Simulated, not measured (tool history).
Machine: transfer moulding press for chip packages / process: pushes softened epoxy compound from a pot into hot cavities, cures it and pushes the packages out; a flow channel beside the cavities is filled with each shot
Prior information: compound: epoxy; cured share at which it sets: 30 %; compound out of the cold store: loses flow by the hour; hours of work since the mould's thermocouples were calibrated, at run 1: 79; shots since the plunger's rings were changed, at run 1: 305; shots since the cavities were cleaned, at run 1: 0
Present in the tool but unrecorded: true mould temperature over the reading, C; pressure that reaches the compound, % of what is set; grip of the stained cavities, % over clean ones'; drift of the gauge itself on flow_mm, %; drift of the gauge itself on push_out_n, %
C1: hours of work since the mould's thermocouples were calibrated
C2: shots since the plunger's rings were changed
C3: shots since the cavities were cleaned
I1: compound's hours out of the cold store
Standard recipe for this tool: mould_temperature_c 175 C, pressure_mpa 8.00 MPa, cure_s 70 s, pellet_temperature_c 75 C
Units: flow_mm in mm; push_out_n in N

run 1 hour=0.0 | mould_temperature_c=175 pressure_mpa=8.00 cure_s=70 pellet_temperature_c=75 | C1=79 C2=305 C3=0 | I1=40.3 | flow_mm=692 push_out_n=339
run 2 hour=16.9 | mould_temperature_c=175 pressure_mpa=8.00 cure_s=70 pellet_temperature_c=75 | C1=88 C2=514 C3=209 | I1=8.4 | flow_mm=801 push_out_n=475
run 3 hour=39.5 | mould_temperature_c=175 pressure_mpa=8.00 cure_s=70 pellet_temperature_c=75 | C1=101 C2=793 C3=488 | I1=45.0 | flow_mm=672 push_out_n=514
run 4 hour=57.7 | mould_temperature_c=175 pressure_mpa=8.00 cure_s=70 pellet_temperature_c=75 | C1=111 C2=1019 C3=714 | I1=10.9 | flow_mm=792 push_out_n=605
-- hour=72.7 cavities cleaned with cleaning compound and waxed
run 5 hour=76.6 | mould_temperature_c=175 pressure_mpa=8.00 cure_s=70 pellet_temperature_c=75 | C1=120 C2=1235 C3=49 | I1=25.5 | flow_mm=738 push_out_n=778
run 6 hour=103.0 | mould_temperature_c=175 pressure_mpa=8.00 cure_s=70 pellet_temperature_c=66 | C1=134 C2=1561 C3=375 | I1=20.4 | flow_mm=751 push_out_n=795
run 7 hour=126.5 | mould_temperature_c=177 pressure_mpa=8.00 cure_s=70 pellet_temperature_c=66 | C1=147 C2=1852 C3=666 | I1=26.6 | flow_mm=718 push_out_n=674
-- hour=145.0 cavities cleaned with cleaning compound and waxed
run 8 hour=159.4 | mould_temperature_c=177 pressure_mpa=8.00 cure_s=70 pellet_temperature_c=66 | C1=164 C2=2241 C3=178 | I1=19.7 | flow_mm=737 push_out_n=410
run 9 hour=190.2 | mould_temperature_c=175 pressure_mpa=8.00 cure_s=70 pellet_temperature_c=75 | C1=181 C2=2621 C3=558 | I1=13.3 | flow_mm=760 push_out_n=576
run 10 hour=213.9 | mould_temperature_c=175 pressure_mpa=8.00 cure_s=70 pellet_temperature_c=75 | C1=194 C2=2915 C3=852 | I1=35.3 | flow_mm=687 push_out_n=616
-- hour=217.1 cavities cleaned with cleaning compound and waxed
-- hour=233.9 cavities cleaned with cleaning compound and waxed, once more
run 11 hour=249.6 | mould_temperature_c=175 pressure_mpa=8.00 cure_s=70 pellet_temperature_c=75 | C1=212 C2=3319 C3=193 | I1=22.1 | flow_mm=727 push_out_n=458
run 12 hour=280.8 | mould_temperature_c=175 pressure_mpa=8.00 cure_s=70 pellet_temperature_c=75 | C1=228 C2=3705 C3=579 | I1=30.5 | flow_mm=691 push_out_n=575
-- hour=298.2 plunger's sealing rings changed
-- hour=309.0 cavities cleaned with cleaning compound and waxed
run 13 hour=310.3 | mould_temperature_c=175 pressure_mpa=8.35 cure_s=70 pellet_temperature_c=75 | C1=242 C2=131 C3=17 | I1=23.1 | flow_mm=771 push_out_n=366
run 14 hour=334.8 | mould_temperature_c=175 pressure_mpa=8.00 cure_s=70 pellet_temperature_c=75 | C1=256 C2=434 C3=320 | I1=26.7 | flow_mm=738 push_out_n=499
run 15 hour=349.2 | mould_temperature_c=181 pressure_mpa=8.00 cure_s=70 pellet_temperature_c=75 | C1=263 C2=612 C3=498 | I1=47.0 | flow_mm=656 push_out_n=408
run 16 hour=376.6 | mould_temperature_c=181 pressure_mpa=8.00 cure_s=70 pellet_temperature_c=75 | C1=278 C2=951 C3=837 | I1=16.1 | flow_mm=752 push_out_n=459
-- hour=380.7 cavities cleaned with cleaning compound and waxed
run 17 hour=392.7 | mould_temperature_c=169 pressure_mpa=6.16 cure_s=108 pellet_temperature_c=69 | C1=286 C2=1132 C3=148 | I1=23.7 | flow_mm=668 push_out_n=318
run 18 hour=414.5 | mould_temperature_c=177 pressure_mpa=8.00 cure_s=75 pellet_temperature_c=85 | C1=298 C2=1401 C3=417 | I1=43.9 | flow_mm=678 push_out_n=417
run 19 hour=438.6 | mould_temperature_c=177 pressure_mpa=7.86 cure_s=75 pellet_temperature_c=85 | C1=311 C2=1700 C3=716 | I1=25.5 | flow_mm=715 push_out_n=471
-- hour=447.3 mould's thermocouples calibrated
-- hour=454.2 cavities cleaned with cleaning compound and waxed
run 20 hour=464.6 | mould_temperature_c=178 pressure_mpa=6.23 cure_s=76 pellet_temperature_c=80 | C1=9 C2=1978 C3=128 | I1=13.2 | flow_mm=663 push_out_n=320
run 21 hour=494.4 | mould_temperature_c=174 pressure_mpa=7.19 cure_s=99 pellet_temperature_c=76 | C1=25 C2=2347 C3=497 | I1=25.7 | flow_mm=691 push_out_n=373
run 22 hour=523.7 | mould_temperature_c=174 pressure_mpa=7.19 cure_s=99 pellet_temperature_c=76 | C1=41 C2=2709 C3=859 | I1=13.4 | flow_mm=724 push_out_n=429
-- hour=526.6 cavities cleaned with cleaning compound and waxed
run 23 hour=543.1 | mould_temperature_c=175 pressure_mpa=8.00 cure_s=90 pellet_temperature_c=77 | C1=50 C2=2931 C3=204 | I1=25.3 | flow_mm=716 push_out_n=329
run 24 hour=557.7 | mould_temperature_c=175 pressure_mpa=7.23 cure_s=90 pellet_temperature_c=77 | C1=58 C2=3112 C3=385 | I1=19.2 | flow_mm=698 push_out_n=374
run 25 hour=573.1 | mould_temperature_c=175 pressure_mpa=7.54 cure_s=60 pellet_temperature_c=77 | C1=67 C2=3302 C3=575 | I1=36.1 | flow_mm=657 push_out_n=812
run 26 hour=587.5 | mould_temperature_c=175 pressure_mpa=7.54 cure_s=60 pellet_temperature_c=77 | C1=74 C2=3481 C3=754 | I1=43.5 | flow_mm=634 push_out_n=812
-- hour=599.1 cavities cleaned with cleaning compound and waxed
run 27 hour=608.1 | mould_temperature_c=175 pressure_mpa=9.99 cure_s=60 pellet_temperature_c=77 | C1=85 C2=3717 C3=111 | I1=14.1 | flow_mm=833 push_out_n=640
-- hour=625.6 plunger's sealing rings changed
run 28 hour=629.4 | mould_temperature_c=175 pressure_mpa=9.99 cure_s=60 pellet_temperature_c=77 | C1=95 C2=47 C3=343 | I1=10.3 | flow_mm=915 push_out_n=784
run 29 hour=649.5 | mould_temperature_c=178 pressure_mpa=6.40 cure_s=72 pellet_temperature_c=75 | C1=106 C2=297 C3=593 | I1=28.2 | flow_mm=654 push_out_n=477

Consider 3 possible next runs. They are alternatives, not a sequence: every one starts from the tool as it was left by run 29. What does each give?
run A hour=665.6 | mould_temperature_c=173 pressure_mpa=6.40 cure_s=58 pellet_temperature_c=75 | C1=115 C2=496 C3=792 | I1=31.4 | flow_mm=? push_out_n=?
run B hour=665.6 | mould_temperature_c=168 pressure_mpa=6.40 cure_s=77 pellet_temperature_c=75 | C1=115 C2=496 C3=792 | I1=19.4 | flow_mm=? push_out_n=?
run C hour=665.6 | mould_temperature_c=183 pressure_mpa=6.40 cure_s=104 pellet_temperature_c=75 | C1=115 C2=496 C3=792 | I1=42.1 | flow_mm=? push_out_n=?

run=A flow_mm=647 push_out_n=1119
run=B flow_mm=706 push_out_n=940
run=C flow_mm=596 push_out_n=398
The same runs, with their run-to-run variation unchanged, on a tool lacking any hidden condition would have given:
run=A flow_mm=653 push_out_n=625
run=B flow_mm=712 push_out_n=523
run=C flow_mm=602 push_out_n=229
